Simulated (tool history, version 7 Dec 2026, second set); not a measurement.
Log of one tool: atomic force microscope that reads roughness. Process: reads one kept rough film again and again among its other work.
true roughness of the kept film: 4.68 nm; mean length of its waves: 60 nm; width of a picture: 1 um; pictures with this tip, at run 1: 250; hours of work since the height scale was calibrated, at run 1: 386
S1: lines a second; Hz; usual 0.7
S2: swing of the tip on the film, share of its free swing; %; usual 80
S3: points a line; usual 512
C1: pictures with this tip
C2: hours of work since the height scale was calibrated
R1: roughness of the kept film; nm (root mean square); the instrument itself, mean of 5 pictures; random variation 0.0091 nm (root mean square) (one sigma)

run,day,S1,S2,S3,C1,C2,R1
1,0,0.7,80,512,250,386,4.193
2,0.525,0.7,80,512,272,394,4.19
3,0.883,0.7,80,512,286,399,4.184
4,1.346,0.7,80,512,306,406,4.182
5,1.821,0.7,80,512,326,414,4.139
# day 2.029: new tip fitted
6,2.421,0.7,80,512,17,422,4.307
7,2.925,0.7,80,512,38,430,4.293
8,3.275,0.7,80,512,52,435,4.3
9,3.658,0.7,80,634,68,441,4.284
10,4.012,0.7,80,512,83,447,4.278
11,4.646,3.253,80,512,109,456,3.577
12,4.988,0.7,59,512,123,462,4.42
13,5.612,0.7,59,992,149,471,4.408
14,5.933,0.7,59,992,163,476,4.407
15,6.267,2.086,80,512,177,481,3.826
16,6.758,2.086,80,512,197,489,3.814
17,7.3,2.086,80,512,220,497,3.804
18,7.858,2.086,80,512,243,506,3.789
19,8.517,0.7,63,512,270,516,4.319
20,9.004,0.7,63,512,290,523,4.301
21,9.583,0.7,80,512,315,532,4.161
# day 10.012: new tip fitted
22,10.146,0.7,80,512,5,540,4.335
23,10.667,0.7,80,512,27,548,4.316
24,10.95,0.7,65,512,39,552,4.424
25,11.496,0.7,65,512,61,561,4.428
26,12.121,0.7,75,668,87,570,4.332
27,12.746,0.7,75,668,113,580,4.305
28,13.092,0.7,83,668,128,585,4.226
29,13.454,1.774,85,874,143,591,3.798
30,14.017,1.038,78,569,166,599,4.157
31,14.525,1.117,56,512,187,607,4.362
32,14.871,1.117,56,412,202,612,4.353
33,15.529,0.743,76,419,229,622,4.231
34,16.183,1.565,57,566,256,632,4.275

Forecast run 35:
35,16.738,1.394,56,512,279,641,?

Run 35 gave R1 4.287 nm (root mean square).
Without the tool's hidden state the same run would have given R1 4.429 nm (root mean square).

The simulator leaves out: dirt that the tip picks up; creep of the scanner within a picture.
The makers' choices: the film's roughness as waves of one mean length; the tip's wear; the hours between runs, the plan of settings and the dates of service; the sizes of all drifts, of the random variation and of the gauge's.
